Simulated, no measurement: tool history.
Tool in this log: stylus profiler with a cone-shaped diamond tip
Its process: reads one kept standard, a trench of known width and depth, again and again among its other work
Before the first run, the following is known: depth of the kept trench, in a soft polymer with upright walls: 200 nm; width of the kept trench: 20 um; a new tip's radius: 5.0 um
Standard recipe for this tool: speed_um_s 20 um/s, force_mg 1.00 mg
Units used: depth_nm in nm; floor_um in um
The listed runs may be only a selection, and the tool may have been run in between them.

run    hour  speed_um_s  force_mg  depth_nm  floor_um
  1     0.0          20      1.00    201.48     15.84
  2    52.6          20      2.74    202.04     15.91
  3   111.9           7      2.74    202.23     15.83
  4   185.6          20      1.00    201.25     15.81
  5   252.2          20      1.00    201.65     15.78
  6   346.0          20      1.00    201.55     15.76
  7   441.3          36      1.00    201.73     15.62
  8   484.1          36      1.00    201.70     15.62
  9   550.3          20      1.00    201.49     15.60
 10   635.3          20      1.00    201.64     15.70
 11   720.8          20      1.00    201.62     15.63
 12   768.2          20      0.82    201.72     15.62
 13   849.3          20      0.82    201.56     15.54
 14   911.9           8      0.82    201.56     15.54
 15   991.0          20      2.28    202.28     15.57
 16  1070.8          20      0.77    201.65     15.44
 17  1134.3          20      1.65    202.03     15.52
 18  1191.0          20      1.00    201.86     15.41
 19  1287.4          20      1.00    201.92     15.41
     1363.1  -- height scale calibrated on a step standard
 20  1363.1          19      1.00    200.57     15.36
 21  1428.0          19      1.00    200.61     15.27
 22  1491.4          19      1.00    200.87     15.39
 23  1572.0          12      2.09    200.99     15.35
 24  1663.7          12      0.38    200.30     15.33
 25  1758.3          35      0.37    200.34     15.11
 26  1815.5          13      0.87    200.80     15.26
 27  1871.1           7      0.44    200.56     15.22
 28  1917.6           7      0.44    200.47     15.18
 29  1984.1           7      0.44    200.61     15.22
 30  2040.0           7      0.44    200.61     15.19
 31  2100.3          11      1.30    200.68     15.15
 32  2139.7          29      1.00    200.84     15.03
 33  2183.7           9      0.61    200.78     15.12
 34  2238.2           9      0.61    200.59     15.12
 35  2318.9          20      0.97    201.17     15.04
 36  2406.8          42      2.38    201.36     14.96
 37  2472.5          42      2.38    201.39     14.90
 38  2551.9          42      2.38    201.37     14.92
 39  2620.0          63      0.55    200.74     14.78
 40  2695.3          63      1.52    201.20     14.86
 41  2751.3          63      1.52    201.36     14.85

Pick out some run-to-run changes in depth_nm. Of each, how much would a tool without hidden state show as well, from the settings, what came in and chance, and how much is left for the hidden state and any gauge scatter not in both results compared?
Unlogged tool condition in this case: radius of the tip, um; height scale over the true one, %; drift of the gauge itself on depth_nm, %; drift of the gauge itself on floor_um, %.
Run 3 -> 4: speed_um_s 7 -> 20, force_mg 2.74 -> 1.00. depth_nm -0.98 nm: hidden state +0.02, all else -1.00.
Run 10 -> 11: no setting touched and nothing written in the log between the runs. depth_nm -0.02 nm: hidden state +0.04, all else -0.06.
Run 14 -> 15: speed_um_s 8 -> 20, force_mg 0.82 -> 2.28. depth_nm +0.72 nm: hidden state +0.03, all else +0.69.
Run 19 -> 20: speed_um_s 20 -> 19, height scale calibrated on a step standard. depth_nm -1.35 nm: hidden state -1.24, all else -0.11.
Run 39 -> 40: force_mg 0.55 -> 1.52. depth_nm +0.46 nm: hidden state +0.04, all else +0.42.
